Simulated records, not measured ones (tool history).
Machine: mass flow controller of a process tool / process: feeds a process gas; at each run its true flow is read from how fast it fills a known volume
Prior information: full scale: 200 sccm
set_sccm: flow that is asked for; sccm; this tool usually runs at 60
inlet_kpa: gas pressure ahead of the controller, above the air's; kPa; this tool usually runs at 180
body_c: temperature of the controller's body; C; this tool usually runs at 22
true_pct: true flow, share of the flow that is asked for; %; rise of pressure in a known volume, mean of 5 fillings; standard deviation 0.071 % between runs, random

run,hour,set_sccm,inlet_kpa,body_c,true_pct
1,0.0,60,180,22,99.45
2,131.8,60,180,28,99.78
3,240.3,60,180,28,99.71
4,323.6,43,180,22,99.38
5,421.9,43,180,22,99.68
6,544.2,43,180,22,99.64
7,722.0,43,180,22,99.86
8,829.5,43,180,22,99.64
9,1008.5,43,180,22,99.81
10,1130.0,93,180,30,100.23
11,1296.5,171,180,21,100.13
12,1449.4,171,180,21,100.22
13,1528.1,171,180,21,100.28

Measured minus without-hidden-state, run by run (identical run-to-run variation in each term; gauge scatter may differ):
The tool's hidden condition here consists of: flow at rest that the sensor doesn't see, % of full scale; true flow over the shown one, %; drift of the gauge itself on true_pct, %.
run,true_pct
1,-0.01
2,+0.05
3,+0.09
4,+0.12
5,+0.16
6,+0.21
7,+0.28
8,+0.32
9,+0.40
10,+0.44
11,+0.51
12,+0.58
13,+0.61
